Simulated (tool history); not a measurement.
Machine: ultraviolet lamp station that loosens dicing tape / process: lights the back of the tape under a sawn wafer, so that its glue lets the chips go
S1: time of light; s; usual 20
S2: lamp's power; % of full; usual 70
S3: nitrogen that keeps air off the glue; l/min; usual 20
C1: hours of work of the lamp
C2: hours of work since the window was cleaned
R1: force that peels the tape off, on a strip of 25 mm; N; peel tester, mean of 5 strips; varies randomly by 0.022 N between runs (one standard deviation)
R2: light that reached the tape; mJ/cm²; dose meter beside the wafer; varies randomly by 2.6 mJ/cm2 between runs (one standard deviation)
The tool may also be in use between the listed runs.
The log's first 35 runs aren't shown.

run 36 day=24.304 | S1=28 S2=98 S3=17 | C1=601 C2=210 | R1=0.333 R2=636
-- day=25.112 lamp changed
run 37 day=25.296 | S1=11 S2=75 S3=15 | C1=2 C2=220 | R1=3.038 R2=191
run 38 day=25.721 | S1=11 S2=75 S3=15 | C1=7 C2=224 | R1=2.942 R2=190
run 39 day=26.212 | S1=11 S2=75 S3=15 | C1=12 C2=230 | R1=2.979 R2=190
run 40 day=26.871 | S1=12 S2=70 S3=20 | C1=19 C2=237 | R1=2.578 R2=196
run 41 day=27.542 | S1=12 S2=70 S3=20 | C1=26 C2=244 | R1=2.535 R2=196
-- day=27.612 window cleaned of glue's vapour
run 42 day=28.429 | S1=26 S2=68 S3=32 | C1=36 C2=9 | R1=0.493 R2=408
run 43 day=29.375 | S1=16 S2=73 S3=34 | C1=46 C2=19 | R1=1.114 R2=272
run 44 day=30.233 | S1=12 S2=78 S3=12 | C1=55 C2=28 | R1=2.896 R2=212

Alternative continuations, all from the tool just after run 44; predict every row:
run A day=30.679 | S1=24 S2=90 S3=20 | C1=60 C2=33 | R1=? R2=?
run B day=30.679 | S1=12 S2=71 S3=12 | C1=60 C2=33 | R1=? R2=?
run C day=30.679 | S1=11 S2=89 S3=8 | C1=60 C2=33 | R1=? R2=?

run=A R1=0.458 R2=500
run=B R1=3.298 R2=192
run=C R1=3.317 R2=228
Stripped of hidden state, with their random variation kept, the same runs would have yielded:
run=A R1=0.458 R2=501
run=B R1=3.296 R2=192
run=C R1=3.316 R2=228

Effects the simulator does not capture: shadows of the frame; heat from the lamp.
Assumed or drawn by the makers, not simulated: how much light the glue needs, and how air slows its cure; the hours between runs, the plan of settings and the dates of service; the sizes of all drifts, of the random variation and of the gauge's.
